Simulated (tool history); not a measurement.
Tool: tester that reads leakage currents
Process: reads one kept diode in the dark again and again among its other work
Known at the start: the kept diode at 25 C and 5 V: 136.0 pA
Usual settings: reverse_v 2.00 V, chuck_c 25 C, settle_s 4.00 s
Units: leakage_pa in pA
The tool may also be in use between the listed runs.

run    hour  reverse_v  chuck_c  settle_s  leakage_pa
  1     0.0       2.00       25      4.00       97.26
  2    55.4       2.00       25      4.00       98.59
  3    99.1       2.00       25      4.00       99.78
  4   150.5       2.00       25      1.00      100.57
  5   221.0       2.00       25      1.00      101.21
  6   284.4       2.00       25      1.00      102.61
      310.7  -- chuck's temperature calibrated
  7   351.8       2.00       25      0.39       94.91
  8   393.9       2.00       25      4.00       94.07
  9   463.2       2.00       25      4.00       95.10
 10   502.8      18.21       25      4.00      258.17
 11   548.3      18.21       25      4.00      260.04
 12   621.6       2.00       25      4.00       97.51
 13   657.4       1.70       25      4.00       91.12
 14   727.1       1.70       25      4.00       92.04
 15   800.0       2.00       25      4.00       99.63
 16   837.8       2.00       25      4.00      100.27
 17   895.9       7.12       25      4.00      179.36
 18   950.7       7.12       25      4.00      180.56
     1003.3  -- chuck's temperature calibrated
 19  1034.5       2.00       25      4.00       95.35
 20  1084.5       1.85       25      2.93       92.58
 21  1164.1       2.00       29      4.00      139.97
 22  1215.0       2.00       46      3.19      618.18
 23  1278.4       1.85       20      2.53       60.03
 24  1319.1       5.45       41      0.34      634.66
 25  1365.7       1.01       27      2.04       88.90
 26  1418.1      16.65       48      1.66     1851.76
 27  1491.2       4.96       25      4.00      154.67
     1500.5  -- probe card cleaned and baked
 28  1562.1       1.21       25      4.00       82.45
 29  1596.2       1.21       25      4.00       83.25
 30  1661.7       1.21       25      4.00       83.70
     1696.0  -- chuck's temperature calibrated
 31  1720.7       8.39       25      0.32      197.60
 32  1799.2       1.70       42      9.58      412.48
 33  1847.4       1.70       42      9.58      413.29
 34  1924.4       1.70       42      9.58      414.83
     1983.3  -- probe card cleaned and baked, once more
 35  2002.3       2.89       51      0.82     1097.84
 36  2079.0       2.89       51      0.82     1104.54
 37  2130.6       2.89       51      0.82     1111.71
 38  2211.8       2.00       25      1.61       98.81

Forecast each of these 4 alternatives for the next run:
  A  2264.1       2.00       24      4.00           ?
  B  2264.1       3.27       25      1.61           ?
  C  2264.1       1.06       42      6.54           ?
  D  2264.1       5.85       40      4.85           ?

run  leakage_pa
  A       90.55
  B      123.05
  C      350.05
  D      610.31
Without the tool's hidden state the same runs would have given:
run  leakage_pa
  A       83.91
  B      113.94
  C      329.06
  D      572.03

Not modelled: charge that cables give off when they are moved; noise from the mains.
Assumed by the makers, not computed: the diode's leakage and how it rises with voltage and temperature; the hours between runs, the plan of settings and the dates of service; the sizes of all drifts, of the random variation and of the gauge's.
